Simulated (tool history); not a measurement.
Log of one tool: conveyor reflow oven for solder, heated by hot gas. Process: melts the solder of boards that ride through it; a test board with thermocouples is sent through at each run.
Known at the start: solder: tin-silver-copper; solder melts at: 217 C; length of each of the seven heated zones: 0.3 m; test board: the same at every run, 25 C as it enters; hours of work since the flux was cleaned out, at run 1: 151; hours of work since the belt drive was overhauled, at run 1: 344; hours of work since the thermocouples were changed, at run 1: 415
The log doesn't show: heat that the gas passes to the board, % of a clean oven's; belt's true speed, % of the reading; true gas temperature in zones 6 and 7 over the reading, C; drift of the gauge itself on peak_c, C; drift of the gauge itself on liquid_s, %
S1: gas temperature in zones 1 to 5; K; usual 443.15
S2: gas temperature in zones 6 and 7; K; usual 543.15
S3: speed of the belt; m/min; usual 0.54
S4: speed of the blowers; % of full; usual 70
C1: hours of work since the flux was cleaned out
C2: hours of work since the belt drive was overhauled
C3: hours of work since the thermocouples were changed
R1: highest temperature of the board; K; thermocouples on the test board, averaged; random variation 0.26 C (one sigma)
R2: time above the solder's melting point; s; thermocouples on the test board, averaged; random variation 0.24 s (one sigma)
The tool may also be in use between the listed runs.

run	day	S1	S2	S3	S4	C1	C2	C3	R1	R2
1	0	443.15	543.15	0.54	70	151	344	415	521.55	45
2	1.004	443.15	543.15	0.54	70	165	358	429	522.15	44.9
3	2.1	443.15	543.15	0.54	70	180	373	444	521.55	44.9
4	3.225	443.15	543.15	0.54	70	196	389	460	521.45	45
5	3.742	443.15	543.15	0.54	70	203	396	467	521.35	45.3
# day 4.362: flux residue cleaned out of gas plates and filters
6	4.733	443.15	543.15	0.494	70	5	407	478	526.75	54.7
7	5.717	443.15	549.15	0.44	70	19	421	492	536.05	68.1
8	6.483	450.15	535.15	0.54	70	30	431	503	518.85	45.5
9	7.596	450.15	535.15	0.54	70	45	447	518	518.25	45.6
10	8.55	450.15	535.15	0.54	70	59	460	532	518.35	45.1
11	9.683	450.15	535.15	0.461	70	74	476	548	523.25	59.1
12	10.329	443.15	543.15	0.54	70	84	485	557	523.25	46.7

Forecast each of these 5 alternatives for the next run:
A	11.45	445.15	543.15	0.54	70	99	501	572	?	?
B	11.45	443.15	556.15	0.54	70	99	501	572	?	?
C	11.45	431.15	535.15	0.54	70	99	501	572	?	?
D	11.45	443.15	543.15	0.535	70	99	501	572	?	?
E	11.45	428.15	537.15	0.637	70	99	501	572	?	?

run	R1	R2
A	523.75	47.5
B	534.05	52.9
C	514.05	35.3
D	523.45	47.1
E	507.65	22.8
Without the tool's hidden state the same runs would have given:
run	R1	R2
A	522.75	46.5
B	533.15	51.9
C	513.15	34.3
D	522.45	46.1
E	507.05	22.2
